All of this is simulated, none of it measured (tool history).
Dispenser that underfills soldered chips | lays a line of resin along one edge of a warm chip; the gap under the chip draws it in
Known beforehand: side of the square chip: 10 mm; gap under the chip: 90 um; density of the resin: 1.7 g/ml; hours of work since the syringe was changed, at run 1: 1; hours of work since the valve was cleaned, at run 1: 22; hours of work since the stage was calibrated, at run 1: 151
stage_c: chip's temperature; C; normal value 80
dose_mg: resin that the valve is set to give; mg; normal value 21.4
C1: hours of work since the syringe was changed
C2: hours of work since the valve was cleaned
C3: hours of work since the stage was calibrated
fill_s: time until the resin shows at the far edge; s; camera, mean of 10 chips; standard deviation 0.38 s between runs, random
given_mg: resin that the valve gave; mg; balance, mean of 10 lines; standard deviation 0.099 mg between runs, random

Run 1, hour 0: usual settings; C1 1; C2 22; C3 151. Result: fill_s 24.8 s, given_mg 21 mg.
Run 2, hour 5.6: usual settings; C1 5; C2 26; C3 155. Result: fill_s 33.6 s, given_mg 20.96 mg.
At hour 8: new syringe of resin.
Run 3, hour 11.6: usual settings; C1 2; C2 29; C3 158. Result: fill_s 28 s, given_mg 20.84 mg.
At hour 17.3: new syringe of resin.
Run 4, hour 17.8: usual settings but dose_mg 20.8 mg; C1 0; C2 33; C3 162. Result: fill_s 24.6 s, given_mg 20.25 mg.
Run 5, hour 22: usual settings but stage_c 74 C; C1 3; C2 36; C3 165. Result: fill_s 38 s, given_mg 20.59 mg.
At hour 27: new syringe of resin.
Run 6, hour 27: usual settings but stage_c 86 C; C1 0; C2 39; C3 168. Result: fill_s 17.9 s, given_mg 20.72 mg.
Run 7, hour 30.9: usual settings but dose_mg 23.4 mg; C1 3; C2 42; C3 171. Result: fill_s 27.1 s, given_mg 22.57 mg.
Run 8, hour 34.4: usual settings but stage_c 91 C; C1 5; C2 44; C3 173. Result: fill_s 22.4 s, given_mg 20.41 mg.
At hour 36.9: new syringe of resin.
Run 9, hour 38: usual settings but stage_c 91 C; C1 1; C2 46; C3 175. Result: fill_s 15.7 s, given_mg 20.76 mg.
Run 10, hour 45.3: usual settings but stage_c 91 C, dose_mg 20.1 mg; C1 6; C2 51; C3 180. Result: fill_s 23.7 s, given_mg 19.07 mg.
At hour 46.4: new syringe of resin.
Run 11, hour 53.1: usual settings but stage_c 91 C, dose_mg 20.1 mg; C1 4; C2 56; C3 185. Result: fill_s 22.5 s, given_mg 19.18 mg.
At hour 56.2: new syringe of resin.
Run 12, hour 60.4: usual settings but stage_c 78 C; C1 3; C2 61; C3 190. Result: fill_s 31.9 s, given_mg 20.26 mg.
Run 13, hour 65.2: usual settings but stage_c 88 C, dose_mg 20.1 mg; C1 6; C2 64; C3 193. Result: fill_s 28.9 s, given_mg 18.92 mg.
At hour 66: new syringe of resin.
Run 14, hour 69.8: usual settings but stage_c 71 C, dose_mg 22.5 mg; C1 3; C2 67; C3 196. Result: fill_s 42 s, given_mg 21.26 mg.
At hour 75.4: new syringe of resin.
Run 15, hour 76.1: usual settings but stage_c 84 C, dose_mg 26.4 mg; C1 0; C2 71; C3 200. Result: fill_s 20.2 s, given_mg 24.72 mg.
Run 16, hour 80.1: usual settings but stage_c 81 C, dose_mg 22.5 mg; C1 3; C2 73; C3 202. Result: fill_s 29 s, given_mg 21.13 mg.
Run 17, hour 84.2: usual settings but stage_c 73 C, dose_mg 27.5 mg; C1 6; C2 76; C3 205. Result: fill_s 48 s, given_mg 25.76 mg.
At hour 85.1: new syringe of resin.
Run 18, hour 87.8: usual settings but stage_c 73 C, dose_mg 27.5 mg; C1 2; C2 78; C3 207. Result: fill_s 35.6 s, given_mg 25.73 mg.
At hour 94.8: new syringe of resin.
Run 19, hour 95: usual settings but stage_c 74 C, dose_mg 25.4 mg; C1 0; C2 83; C3 212. Result: fill_s 29.5 s, given_mg 23.63 mg.
Run 20, hour 100.7: usual settings but stage_c 66 C, dose_mg 22.6 mg; C1 4; C2 87; C3 215. Result: fill_s 56.5 s, given_mg 21 mg.
At hour 104.4: new syringe of resin.
Run 21, hour 106.3: usual settings but stage_c 83 C, dose_mg 19.1 mg; C1 1; C2 90; C3 219. Result: fill_s 24.5 s, given_mg 17.54 mg.
Run 22, hour 111.8: usual settings but stage_c 87 C, dose_mg 20.7 mg; C1 5; C2 94; C3 223. Result: fill_s 27.5 s, given_mg 19.04 mg.

4 ways to go on from here, each from the tool as it stands after run 22. What would each give?
At hour 113.8: new syringe of resin.
Run A, hour 117.4: usual settings but stage_c 71 C, dose_mg 19.3 mg; C1 2; C2 97; C3 226. Result: fill_s ?, given_mg ?.
At hour 113.8: new syringe of resin.
Run B, hour 117.4: usual settings but stage_c 66 C; C1 2; C2 97; C3 226. Result: fill_s ?, given_mg ?.
At hour 113.8: new syringe of resin.
Run C, hour 117.4: usual settings but stage_c 66 C, dose_mg 20.7 mg; C1 2; C2 97; C3 226. Result: fill_s ?, given_mg ?.
At hour 113.8: new syringe of resin.
Run D, hour 117.4: usual settings but stage_c 74 C, dose_mg 26.1 mg; C1 2; C2 97; C3 226. Result: fill_s ?, given_mg ?.

run  fill_s  given_mg
  A    43.5     17.49
  B      53     19.59
  C    53.9     18.81
  D    35.7     23.72
The same runs, with their run-to-run variation unchanged, on a tool lacking any hidden condition would have given:
run  fill_s  given_mg
  A    33.3     19.13
  B    40.9     21.41
  C    41.6     20.58
  D    28.1     25.95
